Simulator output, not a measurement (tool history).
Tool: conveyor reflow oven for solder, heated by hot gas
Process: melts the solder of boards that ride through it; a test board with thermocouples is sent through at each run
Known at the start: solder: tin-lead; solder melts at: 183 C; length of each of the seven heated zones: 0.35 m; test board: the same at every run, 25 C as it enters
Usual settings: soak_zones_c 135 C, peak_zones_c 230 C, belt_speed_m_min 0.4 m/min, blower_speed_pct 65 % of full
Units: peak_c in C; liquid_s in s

run 1 day=0 | soak_zones_c=135 peak_zones_c=230 belt_speed_m_min=0.4 blower_speed_pct=65 | peak_c=214.4 liquid_s=74
run 2 day=1.271 | soak_zones_c=135 peak_zones_c=230 belt_speed_m_min=0.4 blower_speed_pct=65 | peak_c=213.7 liquid_s=73.5
run 3 day=1.858 | soak_zones_c=135 peak_zones_c=230 belt_speed_m_min=0.4 blower_speed_pct=65 | peak_c=213.5 liquid_s=73.6
-- day=3.317 belt drive overhauled, speed set with a stopwatch
run 4 day=3.317 | soak_zones_c=141 peak_zones_c=230 belt_speed_m_min=0.4 blower_speed_pct=65 | peak_c=215.5 liquid_s=77.9
run 5 day=4.067 | soak_zones_c=141 peak_zones_c=230 belt_speed_m_min=0.4 blower_speed_pct=65 | peak_c=214.6 liquid_s=78.7
run 6 day=4.754 | soak_zones_c=141 peak_zones_c=230 belt_speed_m_min=0.4 blower_speed_pct=65 | peak_c=215.4 liquid_s=77.8
run 7 day=5.683 | soak_zones_c=141 peak_zones_c=230 belt_speed_m_min=0.4 blower_speed_pct=65 | peak_c=214.6 liquid_s=78.3

Forecast run 8:
run 8 day=6.312 | soak_zones_c=141 peak_zones_c=230 belt_speed_m_min=0.4 blower_speed_pct=87 | peak_c=? liquid_s=?

{"run 8": {"peak_c": 220.1, "liquid_s": 84}}
Without the tool's hidden state the same run would have given peak_c 220.2 C, liquid_s 84.2 s.

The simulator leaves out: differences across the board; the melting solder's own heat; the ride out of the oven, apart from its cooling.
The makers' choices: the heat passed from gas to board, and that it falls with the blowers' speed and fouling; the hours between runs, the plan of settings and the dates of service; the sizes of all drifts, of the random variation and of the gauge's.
